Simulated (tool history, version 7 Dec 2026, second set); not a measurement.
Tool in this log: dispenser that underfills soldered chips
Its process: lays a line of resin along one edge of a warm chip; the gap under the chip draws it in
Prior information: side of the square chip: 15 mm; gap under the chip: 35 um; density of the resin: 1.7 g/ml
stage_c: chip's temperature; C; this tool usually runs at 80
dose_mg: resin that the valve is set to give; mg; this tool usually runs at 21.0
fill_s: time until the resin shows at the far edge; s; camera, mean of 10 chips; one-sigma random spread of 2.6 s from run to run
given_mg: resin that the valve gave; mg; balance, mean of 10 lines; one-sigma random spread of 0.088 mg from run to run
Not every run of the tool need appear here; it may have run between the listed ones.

| run | hour | stage_c | dose_mg | fill_s | given_mg |
|---|---|---|---|---|---|
| 1 | 0.0 | 80 | 21.0 | 319.3 | 20.93 |
|  | 3.3 | new syringe of resin |
| 2 | 3.3 | 80 | 21.0 | 262.8 | 20.73 |
| 3 | 6.4 | 80 | 21.0 | 298.4 | 20.69 |
| 4 | 9.3 | 80 | 21.0 | 347.0 | 20.79 |
|  | 11.7 | new syringe of resin |
| 5 | 13.6 | 80 | 21.0 | 288.6 | 20.81 |
| 6 | 18.9 | 80 | 21.0 | 360.7 | 20.65 |
|  | 20.3 | new syringe of resin |
| 7 | 22.2 | 80 | 21.0 | 281.4 | 20.81 |
| 8 | 26.3 | 80 | 21.0 | 334.6 | 20.55 |
|  | 29.0 | new syringe of resin |
| 9 | 30.0 | 78 | 20.7 | 291.2 | 20.28 |
| 10 | 34.6 | 78 | 20.7 | 349.8 | 20.17 |
|  | 37.8 | new syringe of resin |
| 11 | 37.9 | 68 | 21.7 | 388.5 | 21.11 |
|  | 41.8 | dispensing valve cleaned and set on the balance |
| 12 | 43.2 | 82 | 25.5 | 292.4 | 25.20 |
| 13 | 45.5 | 93 | 24.8 | 229.5 | 24.63 |
|  | 47.6 | new syringe of resin |
| 14 | 48.9 | 87 | 25.8 | 215.6 | 25.84 |

What if the next run were any one of these 4? Each begins from the tool's condition after run 14:
| A | 51.1 | 87 | 25.0 | ? | ? |
| B | 51.1 | 79 | 25.0 | ? | ? |
| C | 51.1 | 73 | 23.4 | ? | ? |
| D | 51.1 | 87 | 23.0 | ? | ? |

| run | fill_s | given_mg |
|---|---|---|
| A | 241.3 | 24.94 |
| B | 304.9 | 24.80 |
| C | 369.6 | 23.09 |
| D | 237.5 | 22.93 |
Stripped of hidden state, with their random variation kept, the same runs would have yielded:
| run | fill_s | given_mg |
|---|---|---|
| A | 205.8 | 25.06 |
| B | 259.9 | 24.92 |
| C | 315.0 | 23.20 |
| D | 202.6 | 23.04 |

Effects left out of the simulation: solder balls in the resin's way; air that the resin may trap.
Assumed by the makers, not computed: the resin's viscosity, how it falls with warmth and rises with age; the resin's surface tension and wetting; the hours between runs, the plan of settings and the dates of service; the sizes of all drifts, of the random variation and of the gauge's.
